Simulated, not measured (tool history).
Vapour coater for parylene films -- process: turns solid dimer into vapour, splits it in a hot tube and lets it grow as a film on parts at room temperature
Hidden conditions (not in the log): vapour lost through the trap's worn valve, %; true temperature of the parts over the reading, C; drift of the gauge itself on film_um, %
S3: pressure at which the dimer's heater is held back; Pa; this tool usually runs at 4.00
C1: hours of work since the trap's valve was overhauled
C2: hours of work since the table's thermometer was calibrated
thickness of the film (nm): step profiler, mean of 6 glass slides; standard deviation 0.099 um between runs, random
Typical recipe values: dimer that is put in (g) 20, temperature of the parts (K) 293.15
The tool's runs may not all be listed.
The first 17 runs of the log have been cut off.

{"run": 18, "hour": 1035.8, "dimer that is put in (g)": 20, "temperature of the parts (K)": 293.15, "S3": 4.0, "C1": 170, "C2": 218, "thickness of the film (nm)": 12150}
{"hour": 1099.8, "done": "trap's valve overhauled"}
{"run": 19, "hour": 1121.0, "dimer that is put in (g)": 20, "temperature of the parts (K)": 293.15, "S3": 4.0, "C1": 17, "C2": 284, "thickness of the film (nm)": 12040}
{"run": 20, "hour": 1161.9, "dimer that is put in (g)": 20, "temperature of the parts (K)": 293.15, "S3": 4.0, "C1": 50, "C2": 317, "thickness of the film (nm)": 11980}
{"run": 21, "hour": 1218.3, "dimer that is put in (g)": 14, "temperature of the parts (K)": 293.15, "S3": 4.0, "C1": 96, "C2": 362, "thickness of the film (nm)": 8350}
{"run": 22, "hour": 1277.0, "dimer that is put in (g)": 14, "temperature of the parts (K)": 293.15, "S3": 4.0, "C1": 143, "C2": 410, "thickness of the film (nm)": 8310}
{"run": 23, "hour": 1339.7, "dimer that is put in (g)": 14, "temperature of the parts (K)": 293.15, "S3": 4.0, "C1": 194, "C2": 460, "thickness of the film (nm)": 8410}
{"hour": 1376.3, "done": "trap's valve overhauled"}
{"run": 24, "hour": 1419.3, "dimer that is put in (g)": 12, "temperature of the parts (K)": 293.15, "S3": 8.96, "C1": 35, "C2": 521, "thickness of the film (nm)": 6750}
{"run": 25, "hour": 1486.1, "dimer that is put in (g)": 12, "temperature of the parts (K)": 293.15, "S3": 8.96, "C1": 89, "C2": 575, "thickness of the film (nm)": 6780}
{"run": 26, "hour": 1548.0, "dimer that is put in (g)": 17, "temperature of the parts (K)": 293.15, "S3": 9.32, "C1": 139, "C2": 625, "thickness of the film (nm)": 9310}

Predict the results of run 27:
{"run": 27, "hour": 1611.4, "dimer that is put in (g)": 17, "temperature of the parts (K)": 289.15, "S3": 4.61, "C1": 190, "C2": 676, "thickness of the film (nm)": "?"}

thickness of the film (nm): 12030
If the tool had no hidden condition, the same run with the same run-to-run variation would have returned thickness of the film (nm) 12100.
